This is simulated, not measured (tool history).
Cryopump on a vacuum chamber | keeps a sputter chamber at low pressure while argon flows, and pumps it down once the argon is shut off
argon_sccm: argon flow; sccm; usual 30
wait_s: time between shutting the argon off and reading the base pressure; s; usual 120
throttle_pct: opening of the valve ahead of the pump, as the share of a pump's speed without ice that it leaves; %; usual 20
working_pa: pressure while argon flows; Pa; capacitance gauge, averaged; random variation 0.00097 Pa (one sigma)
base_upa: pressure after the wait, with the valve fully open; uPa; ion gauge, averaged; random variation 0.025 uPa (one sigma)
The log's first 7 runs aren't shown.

Run 8, hour 458.6: usual settings but argon_sccm 19 sccm. Result: working_pa 0.1378 Pa, base_upa 1.26 uPa.
Run 9, hour 545.5: usual settings but argon_sccm 19 sccm. Result: working_pa 0.1399 Pa, base_upa 1.32 uPa.
At hour 625.9: pump warmed up, emptied and cooled again.
Run 10, hour 634.4: usual settings but argon_sccm 19 sccm, throttle_pct 48 %. Result: working_pa 0.0560 Pa, base_upa 1.21 uPa.
Run 11, hour 678.6: usual settings but argon_sccm 19 sccm, throttle_pct 48 %. Result: working_pa 0.0556 Pa, base_upa 1.24 uPa.
Run 12, hour 723.0: usual settings but argon_sccm 16 sccm. Result: working_pa 0.1127 Pa, base_upa 1.31 uPa.
Run 13, hour 790.3: usual settings but argon_sccm 16 sccm. Result: working_pa 0.1122 Pa, base_upa 1.37 uPa.
Run 14, hour 861.3: usual settings but argon_sccm 16 sccm. Result: working_pa 0.1122 Pa, base_upa 1.37 uPa.
Run 15, hour 906.1: usual settings but argon_sccm 16 sccm. Result: working_pa 0.1141 Pa, base_upa 1.37 uPa.
Run 16, hour 944.9: usual settings but throttle_pct 25 %. Result: working_pa 0.1729 Pa, base_upa 1.41 uPa.
Run 17, hour 988.9: usual settings but throttle_pct 55 %. Result: working_pa 0.0825 Pa, base_upa 1.49 uPa.
Run 18, hour 1059.2: usual settings but argon_sccm 52 sccm, wait_s 28 s, throttle_pct 25 %. Result: working_pa 0.3029 Pa, base_upa 4.13 uPa.
Run 19, hour 1107.9: usual settings but argon_sccm 36 sccm, wait_s 57 s, throttle_pct 22 %. Result: working_pa 0.2393 Pa, base_upa 2.39 uPa.
Run 20, hour 1164.4: usual settings but argon_sccm 20 sccm, throttle_pct 51 %. Result: working_pa 0.0608 Pa, base_upa 1.58 uPa.
Run 21, hour 1208.0: usual settings but argon_sccm 16 sccm, wait_s 30 s, throttle_pct 51 %. Result: working_pa 0.0504 Pa, base_upa 3.95 uPa.
Run 22, hour 1278.4: usual settings but argon_sccm 33 sccm, wait_s 56 s, throttle_pct 16 %. Result: working_pa 0.3014 Pa, base_upa 2.62 uPa.
At hour 1289.5: pump warmed up, emptied and cooled again.
Run 23, hour 1321.8: usual settings but argon_sccm 16 sccm, wait_s 168 s, throttle_pct 38 %. Result: working_pa 0.0581 Pa, base_upa 1.26 uPa.
Run 24, hour 1361.9: usual settings but argon_sccm 36 sccm, wait_s 106 s, throttle_pct 16 %. Result: working_pa 0.3115 Pa, base_upa 1.62 uPa.
Run 25, hour 1433.6: usual settings but argon_sccm 36 sccm, wait_s 106 s, throttle_pct 16 %. Result: working_pa 0.3149 Pa, base_upa 1.69 uPa.
Run 26, hour 1485.6: usual settings but wait_s 43 s, throttle_pct 59 %. Result: working_pa 0.0749 Pa, base_upa 2.96 uPa.
Run 27, hour 1538.5: usual settings but wait_s 43 s, throttle_pct 59 %. Result: working_pa 0.0741 Pa, base_upa 3.05 uPa.
Run 28, hour 1594.6: usual settings but wait_s 138 s, throttle_pct 59 %. Result: working_pa 0.0763 Pa, base_upa 1.60 uPa.
Run 29, hour 1649.1: usual settings but argon_sccm 32 sccm, wait_s 38 s, throttle_pct 51 %. Result: working_pa 0.0930 Pa, base_upa 3.38 uPa.
Run 30, hour 1690.6: usual settings but argon_sccm 21 sccm, wait_s 224 s, throttle_pct 57 %. Result: working_pa 0.0567 Pa, base_upa 1.41 uPa.
Run 31, hour 1760.6: usual settings but argon_sccm 21 sccm, wait_s 224 s, throttle_pct 57 %. Result: working_pa 0.0574 Pa, base_upa 1.47 uPa.

Forecast run 32:
Run 32, hour 1826.9: usual settings but argon_sccm 27 sccm, wait_s 43 s, throttle_pct 34 %. Result: working_pa ?, base_upa ?.

working_pa: 0.1214 Pa
base_upa: 3.28 uPa
Without the tool's hidden state the same run would have given working_pa 0.1122 Pa, base_upa 2.43 uPa.
